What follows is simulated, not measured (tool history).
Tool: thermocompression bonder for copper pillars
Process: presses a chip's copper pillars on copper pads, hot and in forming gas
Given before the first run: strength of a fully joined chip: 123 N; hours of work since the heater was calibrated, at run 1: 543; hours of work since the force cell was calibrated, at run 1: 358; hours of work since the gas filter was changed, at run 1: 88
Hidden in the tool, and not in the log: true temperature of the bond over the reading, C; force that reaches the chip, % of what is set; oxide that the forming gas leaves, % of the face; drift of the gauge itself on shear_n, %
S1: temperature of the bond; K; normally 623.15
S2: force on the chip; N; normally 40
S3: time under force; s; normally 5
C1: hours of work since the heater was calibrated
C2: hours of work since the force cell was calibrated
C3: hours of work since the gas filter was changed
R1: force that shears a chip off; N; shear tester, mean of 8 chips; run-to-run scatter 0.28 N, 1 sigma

run	hour	S1	S2	S3	C1	C2	C3	R1
1	0.0	623.15	40	5	543	358	88	56.4
2	31.5	623.15	40	9	566	381	111	67.9
3	51.2	623.15	40	5	580	395	125	55.5
4	77.7	623.15	40	5	599	414	144	55.4
5	106.3	623.15	40	5	620	435	164	55.3
6	135.2	623.15	40	5	641	456	185	55.5
7	156.3	623.15	40	5	656	471	200	55.1
8	179.3	623.15	40	5	673	487	217	56.1
9	199.6	629.15	40	5	687	502	232	58.3
10	226.9	629.15	40	5	707	522	251	58.4
11	251.2	623.15	37	5	724	539	269	52.9
12	271.1	623.15	24	5	739	554	283	42.0
13	284.1	623.15	24	5	748	563	293	41.7
14	301.2	623.15	24	5	760	575	305	41.7
15	315.5	623.15	24	5	771	586	315	41.5
16	344.8	605.15	40	5	792	607	336	45.0
17	369.7	605.15	40	5	810	625	354	45.2
18	392.1	623.15	40	5	826	641	370	55.4
19	408.7	623.15	40	5	838	653	382	55.0
20	428.0	623.15	40	5	852	667	396	55.1
21	441.3	623.15	40	5	861	676	406	54.9
# hour 459.5: forming gas filter changed
22	469.0	609.15	40	7	881	696	7	56.0
23	490.3	609.15	40	7	896	711	22	55.7
24	515.2	609.15	40	7	914	729	40	55.8
25	544.2	639.15	26	6	935	750	61	57.5
26	564.4	618.15	26	7	950	765	76	49.0
27	596.1	618.15	26	7	973	787	98	48.6
28	622.0	618.15	26	7	991	806	117	48.7
29	653.4	644.15	26	7	1014	829	140	62.9
30	666.8	623.15	37	5	1023	838	149	54.3
31	694.5	619.15	33	5	1043	858	169	49.2
32	712.5	615.15	35	9	1056	871	182	60.1
33	737.6	615.15	35	9	1075	889	200	60.0
34	756.9	624.15	39	9	1088	903	214	68.8
35	787.4	596.15	40	9	1110	925	236	52.3
36	802.0	614.15	40	4	1121	936	247	47.4
# hour 810.5: force cell calibrated
37	824.3	614.15	40	4	1136	10	262	48.6
38	851.1	645.15	51	5	1155	29	281	77.5
39	867.2	623.15	36	10	1167	41	293	69.2
40	897.8	605.15	29	11	1189	63	315	53.9
41	920.7	613.15	56	5	1205	79	331	60.9

Consider 3 possible next runs. They are alternatives, not a sequence: every one starts from the tool as it was left by run 41. What does each give?
A	946.0	613.15	56	3	1224	98	349	?
B	946.0	651.15	52	4	1224	98	349	?
C	946.0	649.15	25	4	1224	98	349	?

run	R1
A	50.4
B	76.3
C	53.5
Had the tool no hidden state, the same runs would have come out as:
run	R1
A	48.0
B	74.7
C	51.6

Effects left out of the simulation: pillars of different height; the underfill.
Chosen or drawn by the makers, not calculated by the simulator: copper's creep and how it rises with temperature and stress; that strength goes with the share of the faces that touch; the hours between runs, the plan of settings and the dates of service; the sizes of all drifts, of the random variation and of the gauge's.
